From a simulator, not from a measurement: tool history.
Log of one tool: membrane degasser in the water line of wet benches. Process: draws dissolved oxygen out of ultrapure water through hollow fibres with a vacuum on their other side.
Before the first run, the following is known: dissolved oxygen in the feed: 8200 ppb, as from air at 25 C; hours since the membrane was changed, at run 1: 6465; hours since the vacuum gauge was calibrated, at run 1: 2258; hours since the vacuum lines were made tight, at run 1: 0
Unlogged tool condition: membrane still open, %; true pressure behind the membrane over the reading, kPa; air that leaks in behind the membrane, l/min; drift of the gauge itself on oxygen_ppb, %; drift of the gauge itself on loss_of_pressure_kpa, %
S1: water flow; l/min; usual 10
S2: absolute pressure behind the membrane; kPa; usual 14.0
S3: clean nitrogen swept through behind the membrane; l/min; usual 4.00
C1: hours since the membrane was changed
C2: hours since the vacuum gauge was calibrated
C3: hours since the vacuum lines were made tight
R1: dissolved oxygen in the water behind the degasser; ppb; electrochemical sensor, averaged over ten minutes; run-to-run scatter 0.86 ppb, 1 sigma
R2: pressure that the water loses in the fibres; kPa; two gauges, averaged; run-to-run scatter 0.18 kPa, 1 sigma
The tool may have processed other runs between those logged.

| run | hour | S1 | S2 | S3 | C1 | C2 | C3 | R1 | R2 |
|---|---|---|---|---|---|---|---|---|---|
| 1 | 0.0 | 10 | 14.0 | 4.00 | 6465 | 2258 | 0 | 81.5 | 34.15 |
| 2 | 189.3 | 10 | 14.0 | 9.57 | 6654 | 2447 | 189 | 42.1 | 34.05 |
| 3 | 317.4 | 10 | 14.0 | 4.00 | 6782 | 2575 | 317 | 80.9 | 34.18 |
| 4 | 470.6 | 10 | 14.0 | 4.00 | 6935 | 2728 | 471 | 79.8 | 34.26 |
| 5 | 653.4 | 10 | 14.0 | 4.00 | 7118 | 2911 | 653 | 81.1 | 33.95 |
| 6 | 768.8 | 10 | 14.0 | 4.00 | 7233 | 3027 | 769 | 80.0 | 34.29 |
| 7 | 850.6 | 10 | 14.0 | 4.00 | 7315 | 3108 | 851 | 80.3 | 33.94 |
|  | 889.6 | vacuum gauge calibrated |
| 8 | 942.1 | 10 | 14.0 | 5.77 | 7406 | 53 | 942 | 58.9 | 33.92 |
| 9 | 1065.3 | 10 | 14.0 | 5.77 | 7529 | 176 | 1065 | 59.7 | 34.13 |
| 10 | 1222.9 | 10 | 10.6 | 5.77 | 7687 | 333 | 1222 | 46.2 | 34.06 |
| 11 | 1351.3 | 10 | 14.0 | 4.00 | 7815 | 462 | 1351 | 79.9 | 34.14 |
| 12 | 1478.1 | 10 | 14.0 | 4.00 | 7942 | 589 | 1478 | 81.6 | 34.02 |
| 13 | 1646.5 | 10 | 20.1 | 4.01 | 8111 | 757 | 1646 | 118.4 | 33.94 |
| 14 | 1832.5 | 13 | 14.0 | 3.43 | 8297 | 943 | 1832 | 141.8 | 43.97 |
| 15 | 1912.2 | 7 | 10.4 | 2.15 | 8376 | 1023 | 1912 | 59.2 | 23.83 |
| 16 | 2077.1 | 10 | 12.4 | 3.97 | 8541 | 1188 | 2077 | 71.2 | 33.69 |
| 17 | 2265.9 | 10 | 16.0 | 4.00 | 8730 | 1376 | 2265 | 91.5 | 33.60 |
| 18 | 2352.7 | 6 | 18.5 | 8.83 | 8817 | 1463 | 2352 | 27.5 | 20.32 |
| 19 | 2525.9 | 12 | 14.0 | 7.72 | 8990 | 1636 | 2525 | 72.1 | 40.32 |
| 20 | 2698.9 | 12 | 14.0 | 7.72 | 9163 | 1809 | 2698 | 72.2 | 39.93 |
| 21 | 2821.8 | 12 | 14.0 | 7.72 | 9286 | 1932 | 2821 | 72.0 | 40.16 |

For some of the steps in R2 from one run to the next: how much would appear even if the tool had no hidden state, given the settings, what came in and random variation, and how much remains for the hidden state plus any gauge scatter that the measured result and the result without hidden state don't share?
Run 14 -> 15: S1 13 -> 7, S2 14.0 -> 10.4, S3 3.43 -> 2.15. R2 -20.14 kPa: hidden state +0.26, all else -20.40.
Run 18 -> 19: S1 6 -> 12, S2 18.5 -> 14.0, S3 8.83 -> 7.72. R2 +20.00 kPa: hidden state -0.41, all else +20.41.

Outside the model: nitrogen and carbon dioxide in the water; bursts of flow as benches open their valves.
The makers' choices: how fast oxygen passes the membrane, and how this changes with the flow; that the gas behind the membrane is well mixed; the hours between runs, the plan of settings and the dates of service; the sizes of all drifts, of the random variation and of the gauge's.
